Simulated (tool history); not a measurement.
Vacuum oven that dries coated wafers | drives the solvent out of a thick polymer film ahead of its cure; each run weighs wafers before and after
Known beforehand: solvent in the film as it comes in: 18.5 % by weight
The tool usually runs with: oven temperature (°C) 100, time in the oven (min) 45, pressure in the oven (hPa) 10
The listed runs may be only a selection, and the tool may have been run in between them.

| run | hour | oven temperature (°C) | time in the oven (min) | pressure in the oven (hPa) | solvent left in the film (%) |
|---|---|---|---|---|---|
| 1 | 0 | 100 | 45 | 10 | 3.79 |
| 2 | 13.2 | 100 | 45 | 10 | 3.79 |
| 3 | 26.7 | 100 | 45 | 10 | 3.72 |
| 4 | 40.1 | 100 | 45 | 10 | 3.78 |
| 5 | 56.2 | 100 | 39 | 10 | 4.54 |
| 6 | 67.1 | 100 | 39 | 10 | 4.54 |
| 7 | 76.2 | 100 | 39 | 10 | 4.53 |
| 8 | 84.4 | 100 | 45 | 10 | 3.84 |
| 9 | 97.2 | 100 | 45 | 10 | 3.85 |
| 10 | 107.8 | 100 | 45 | 10 | 3.9 |
| 11 | 114.4 | 100 | 45 | 10 | 3.83 |
| 12 | 128.7 | 100 | 74 | 10 | 1.65 |
| 13 | 135.3 | 100 | 74 | 10 | 1.67 |
| 14 | 144.9 | 100 | 74 | 10 | 1.79 |
| 15 | 153 | 103 | 70 | 11.4 | 1.53 |

Run 16, settings as shown, results not yet in. Your forecast:
| 16 | 166.4 | 103 | 70 | 11.4 | ? |

Run 16 produced solvent left in the film (%) 1.51.
With no hidden state in the tool, this same run would have given solvent left in the film (%) 1.49.
